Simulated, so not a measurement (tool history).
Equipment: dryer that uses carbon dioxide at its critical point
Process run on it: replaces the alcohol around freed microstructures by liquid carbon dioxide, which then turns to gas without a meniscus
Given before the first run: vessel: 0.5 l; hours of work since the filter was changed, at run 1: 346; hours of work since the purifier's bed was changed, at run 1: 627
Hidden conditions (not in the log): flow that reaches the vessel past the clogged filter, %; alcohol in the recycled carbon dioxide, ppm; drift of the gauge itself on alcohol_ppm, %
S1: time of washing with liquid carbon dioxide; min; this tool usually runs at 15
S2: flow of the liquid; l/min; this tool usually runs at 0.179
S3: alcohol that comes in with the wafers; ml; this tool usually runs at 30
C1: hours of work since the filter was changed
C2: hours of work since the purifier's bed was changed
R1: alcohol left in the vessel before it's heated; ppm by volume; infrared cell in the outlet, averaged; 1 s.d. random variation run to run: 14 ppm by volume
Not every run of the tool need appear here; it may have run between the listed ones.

run,hour,S1,S2,S3,C1,C2,R1
1,0,15,0.179,30,346,627,1134
2,21.9,15,0.179,30,359,640,1131
3,40.6,15,0.179,30,370,651,1162
4,56.9,14,0.179,30,380,661,1523
5,80.4,14,0.179,30,394,675,1589
6,110.1,14,0.179,30,412,694,1567
7,132.5,15,0.179,30,426,707,1202
8,154.9,15,0.179,30,440,721,1185
9,186.4,15,0.179,30,459,740,1266
10,206.9,15,0.214,30,471,752,609
11,225.9,15,0.179,30,483,764,1272
12,254.8,15,0.179,30,500,781,1263
13,290.3,15,0.179,30,522,803,1320
# hour 317.4: inlet filter changed
14,321.1,15,0.179,30,2,821,892
# hour 344.8: purifier's bed changed
15,362.1,15,0.179,30,25,10,869
16,399.4,15,0.179,34,48,33,994
17,430.6,15,0.179,34,67,52,1031
18,446.9,15,0.179,34,77,62,1013
19,483.8,15,0.117,30,99,84,3688
20,516.3,15,0.117,30,119,104,3962
21,535.3,15,0.117,30,130,116,3917
22,566.2,11,0.239,86,149,134,3008
23,595.9,11,0.239,86,167,152,3067
24,625.3,11,0.239,86,185,170,3210
25,653.7,10,0.121,48,202,187,14819
26,678.4,22,0.179,30,217,202,165
27,709.2,15,0.224,118,236,221,1480
28,735.8,15,0.209,118,252,237,2120
29,767.1,11,0.217,30,271,256,1649
30,800.6,11,0.217,30,291,276,1633
31,831,17,0.122,33,310,295,2894
32,869.5,21,0.179,73,333,318,558
33,894.6,21,0.179,73,348,333,554
34,922.6,19,0.179,30,365,350,409
35,954.7,12,0.255,30,385,370,697
36,981.6,12,0.255,30,401,386,697
37,1013.9,13,0.194,30,421,406,1496
38,1047.7,11,0.179,25,441,426,2854
39,1076.4,11,0.179,25,458,444,2805
40,1114.6,17,0.136,38,482,467,2672
41,1143.2,22,0.157,116,499,484,1479

Below, some changes in R1 between adjacent runs. For each, the amount present without the hidden state too (settings, incoming material, random variation) and the amount remaining for the hidden state with gauge scatter not shared by both compared results:
Run 13 -> 14: inlet filter changed. R1 -428 ppm by volume: hidden state -396, all else -32.
Run 18 -> 19: S2 0.179 -> 0.117, S3 34 -> 30. R1 +2675 ppm by volume: hidden state +139, all else +2536.
Run 24 -> 25: S1 11 -> 10, S2 0.239 -> 0.121, S3 86 -> 48. R1 +11609 ppm by volume: hidden state +595, all else +11014.
Run 25 -> 26: S1 10 -> 22, S2 0.121 -> 0.179, S3 48 -> 30. R1 -14654 ppm by volume: hidden state -986, all else -13668.
